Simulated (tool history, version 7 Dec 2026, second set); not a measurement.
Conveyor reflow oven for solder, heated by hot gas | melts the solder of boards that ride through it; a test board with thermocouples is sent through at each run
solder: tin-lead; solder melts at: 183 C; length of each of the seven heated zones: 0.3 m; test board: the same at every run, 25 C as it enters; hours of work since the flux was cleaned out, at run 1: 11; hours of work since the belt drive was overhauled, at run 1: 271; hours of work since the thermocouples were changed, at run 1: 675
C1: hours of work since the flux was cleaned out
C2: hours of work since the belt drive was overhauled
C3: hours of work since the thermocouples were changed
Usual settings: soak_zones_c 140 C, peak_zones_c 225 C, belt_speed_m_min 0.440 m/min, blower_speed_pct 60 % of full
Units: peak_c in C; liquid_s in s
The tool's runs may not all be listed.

{"run": 1, "hour": 0.0, "soak_zones_c": 140, "peak_zones_c": 225, "belt_speed_m_min": 0.44, "blower_speed_pct": 60, "C1": 11, "C2": 271, "C3": 675, "peak_c": 213.06, "liquid_s": 59.0}
{"run": 2, "hour": 4.5, "soak_zones_c": 140, "peak_zones_c": 225, "belt_speed_m_min": 0.44, "blower_speed_pct": 60, "C1": 15, "C2": 274, "C3": 679, "peak_c": 212.85, "liquid_s": 59.4}
{"run": 3, "hour": 13.2, "soak_zones_c": 140, "peak_zones_c": 225, "belt_speed_m_min": 0.44, "blower_speed_pct": 60, "C1": 21, "C2": 281, "C3": 685, "peak_c": 213.09, "liquid_s": 59.1}
{"run": 4, "hour": 22.4, "soak_zones_c": 140, "peak_zones_c": 225, "belt_speed_m_min": 0.44, "blower_speed_pct": 60, "C1": 28, "C2": 288, "C3": 692, "peak_c": 212.93, "liquid_s": 58.9}
{"run": 5, "hour": 27.0, "soak_zones_c": 140, "peak_zones_c": 225, "belt_speed_m_min": 0.44, "blower_speed_pct": 60, "C1": 31, "C2": 291, "C3": 695, "peak_c": 212.77, "liquid_s": 59.1}
{"run": 6, "hour": 32.1, "soak_zones_c": 140, "peak_zones_c": 225, "belt_speed_m_min": 0.44, "blower_speed_pct": 60, "C1": 35, "C2": 295, "C3": 699, "peak_c": 212.89, "liquid_s": 59.0}
{"run": 7, "hour": 39.9, "soak_zones_c": 140, "peak_zones_c": 225, "belt_speed_m_min": 0.44, "blower_speed_pct": 60, "C1": 41, "C2": 300, "C3": 705, "peak_c": 212.81, "liquid_s": 58.8}
{"run": 8, "hour": 47.9, "soak_zones_c": 140, "peak_zones_c": 225, "belt_speed_m_min": 0.44, "blower_speed_pct": 60, "C1": 46, "C2": 306, "C3": 710, "peak_c": 212.81, "liquid_s": 58.8}
{"run": 9, "hour": 53.3, "soak_zones_c": 140, "peak_zones_c": 225, "belt_speed_m_min": 0.44, "blower_speed_pct": 60, "C1": 50, "C2": 310, "C3": 714, "peak_c": 212.77, "liquid_s": 58.9}
{"run": 10, "hour": 59.7, "soak_zones_c": 140, "peak_zones_c": 225, "belt_speed_m_min": 0.496, "blower_speed_pct": 60, "C1": 55, "C2": 315, "C3": 719, "peak_c": 208.94, "liquid_s": 48.0}
{"hour": 64.4, "done": "belt drive overhauled, speed set with a stopwatch"}
{"run": 11, "hour": 70.8, "soak_zones_c": 140, "peak_zones_c": 225, "belt_speed_m_min": 0.496, "blower_speed_pct": 60, "C1": 60, "C2": 5, "C3": 724, "peak_c": 209.0, "liquid_s": 47.9}
{"run": 12, "hour": 76.8, "soak_zones_c": 140, "peak_zones_c": 225, "belt_speed_m_min": 0.496, "blower_speed_pct": 54, "C1": 65, "C2": 9, "C3": 729, "peak_c": 207.32, "liquid_s": 46.0}
{"run": 13, "hour": 82.2, "soak_zones_c": 140, "peak_zones_c": 225, "belt_speed_m_min": 0.496, "blower_speed_pct": 54, "C1": 69, "C2": 13, "C3": 733, "peak_c": 207.2, "liquid_s": 45.7}
{"hour": 93.4, "done": "belt drive overhauled, speed set with a stopwatch, once more"}
{"run": 14, "hour": 95.3, "soak_zones_c": 140, "peak_zones_c": 225, "belt_speed_m_min": 0.496, "blower_speed_pct": 54, "C1": 75, "C2": 1, "C3": 739, "peak_c": 206.75, "liquid_s": 44.4}
{"run": 15, "hour": 100.2, "soak_zones_c": 139, "peak_zones_c": 225, "belt_speed_m_min": 0.44, "blower_speed_pct": 60, "C1": 79, "C2": 5, "C3": 743, "peak_c": 212.38, "liquid_s": 57.4}
{"run": 16, "hour": 105.9, "soak_zones_c": 146, "peak_zones_c": 225, "belt_speed_m_min": 0.374, "blower_speed_pct": 87, "C1": 83, "C2": 9, "C3": 747, "peak_c": 221.45, "liquid_s": 82.1}

The next listed run, before its measurement:
{"run": 17, "hour": 111.1, "soak_zones_c": 140, "peak_zones_c": 216, "belt_speed_m_min": 0.381, "blower_speed_pct": 60, "C1": 87, "C2": 13, "C3": 751, "peak_c": "?", "liquid_s": "?"}

{"run 17": {"peak_c": 208.16, "liquid_s": 64.3}}
Without the tool's hidden state the same run would have given peak_c 206.56 C, liquid_s 62.8 s.

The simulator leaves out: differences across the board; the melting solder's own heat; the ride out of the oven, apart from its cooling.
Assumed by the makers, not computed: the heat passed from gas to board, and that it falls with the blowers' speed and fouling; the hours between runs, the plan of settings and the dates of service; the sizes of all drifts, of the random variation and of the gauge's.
